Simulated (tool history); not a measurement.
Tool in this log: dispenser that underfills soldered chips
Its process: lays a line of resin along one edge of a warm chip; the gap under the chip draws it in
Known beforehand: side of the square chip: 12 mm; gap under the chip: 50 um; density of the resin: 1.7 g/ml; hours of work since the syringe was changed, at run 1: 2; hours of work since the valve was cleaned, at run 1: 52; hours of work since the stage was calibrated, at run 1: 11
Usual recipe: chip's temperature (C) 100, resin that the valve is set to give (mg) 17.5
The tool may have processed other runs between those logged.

run,hour,chip's temperature (C),resin that the valve is set to give (mg),hours of work since the syringe was changed,hours of work since the valve was cleaned,hours of work since the stage was calibrated,time until the resin shows at the far edge (s),resin that the valve gave (mg)
1,0,100,17.5,2,52,11,127.5,16.93
2,7.7,100,17.5,7,57,15,171.3,16.79
# hour 11.2: new syringe of resin
3,16.1,100,17.5,3,62,21,137.2,16.64
4,23.9,100,17.5,8,67,25,189.3,16.69
# hour 26: new syringe of resin
5,29.3,100,17.5,2,70,29,131.1,16.69
6,38.5,100,17.5,8,76,34,181,16.61
# hour 40.4: new syringe of resin
7,44.4,100,17.5,3,79,38,132.2,16.52
8,48.7,100,16.4,5,82,41,162.1,15.45
# hour 54.9: new syringe of resin
9,55.1,100,16.4,0,86,44,115.2,15.59
10,61.5,100,17,4,90,48,152.5,15.97
# hour 68.9: new syringe of resin
11,68.9,100,17,0,94,53,115,15.87
12,75.4,100,17,4,98,57,148.1,16.04
# hour 83.1: new syringe of resin
13,83.3,102,17.5,0,103,62,105.2,16.52
14,89.1,102,17.5,4,107,65,133.9,16.29
15,93.5,100,17.5,7,109,68,171.5,16.3
# hour 97.1: new syringe of resin
16,101.6,100,17.5,3,114,73,140.8,16.14
17,110.7,105,17.5,9,120,79,168.8,16.04
# hour 111.5: new syringe of resin
18,116.2,108,17.5,3,123,82,104.8,16.1
19,121.3,108,17.5,6,127,85,126.5,16.08
# hour 125.9: new syringe of resin
20,129.7,108,17.5,2,132,90,103.5,15.97
# hour 133.5: dispensing valve cleaned and set on the balance
21,137.8,108,17.5,7,3,95,134.5,17.31
# hour 141.1: new syringe of resin
22,146.9,99,16.3,4,8,100,150.7,16.22
23,151.6,99,16.3,7,11,103,184.8,16.16
# hour 155.4: new syringe of resin
24,159,88,19.5,2,16,108,198.3,19.28
25,165.1,109,17.5,6,19,112,125.1,17.19
# hour 169.7: new syringe of resin
26,173.5,90,22,2,25,117,179.5,21.47
27,179.8,101,15.9,6,29,121,170.8,15.52
# hour 183.9: new syringe of resin
28,186.2,111,16.4,1,32,124,89.7,15.94
29,191.7,111,16.4,5,36,128,111.2,15.96
# hour 197.9: new syringe of resin
30,198,111,16.4,0,40,132,80.8,15.96
31,204,111,16.4,4,43,135,103,15.94
32,210.5,111,16.4,8,47,139,132.2,15.74
# hour 212.5: new syringe of resin
33,215.1,111,16.4,2,50,142,90,15.8
34,219.1,112,17.4,4,53,145,100.3,16.77
35,224.7,112,17.4,8,56,148,125.3,16.58
# hour 226.8: new syringe of resin
36,234.3,102,15.5,5,62,154,151.9,14.83
37,239.5,85,20.5,8,65,157,314.8,19.59

Below, some changes in time until the resin shows at the far edge (s) between adjacent runs. For each, the amount present without the hidden state too (settings, incoming material, random variation) and the amount remaining for the hidden state with gauge scatter not shared by both compared results:
What the log doesn't record here: resin's viscosity, % of fresh resin's; dose that the valve gives, % of what is set; true chip temperature over the reading, C; drift of the gauge itself on fill_s, %; drift of the gauge itself on given_mg, %.
Run 4 -> 5: new syringe of resin. time until the resin shows at the far edge (s) -58.2: hidden state -59.9, all else +1.7.
Run 5 -> 6: no setting changed, nothing entered. time until the resin shows at the far edge (s) +49.9: hidden state +54.7, all else -4.8.
Run 24 -> 25: chip's temperature (C) 88 -> 109, resin that the valve is set to give (mg) 19.5 -> 17.5. time until the resin shows at the far edge (s) -73.2: hidden state +11.6, all else -84.8.
Run 27 -> 28: chip's temperature (C) 101 -> 111, resin that the valve is set to give (mg) 15.9 -> 16.4, new syringe of resin. time until the resin shows at the far edge (s) -81.1: hidden state -49.2, all else -31.9.
Run 36 -> 37: chip's temperature (C) 102 -> 85, resin that the valve is set to give (mg) 15.5 -> 20.5. time until the resin shows at the far edge (s) +162.9: hidden state +87.2, all else +75.7.

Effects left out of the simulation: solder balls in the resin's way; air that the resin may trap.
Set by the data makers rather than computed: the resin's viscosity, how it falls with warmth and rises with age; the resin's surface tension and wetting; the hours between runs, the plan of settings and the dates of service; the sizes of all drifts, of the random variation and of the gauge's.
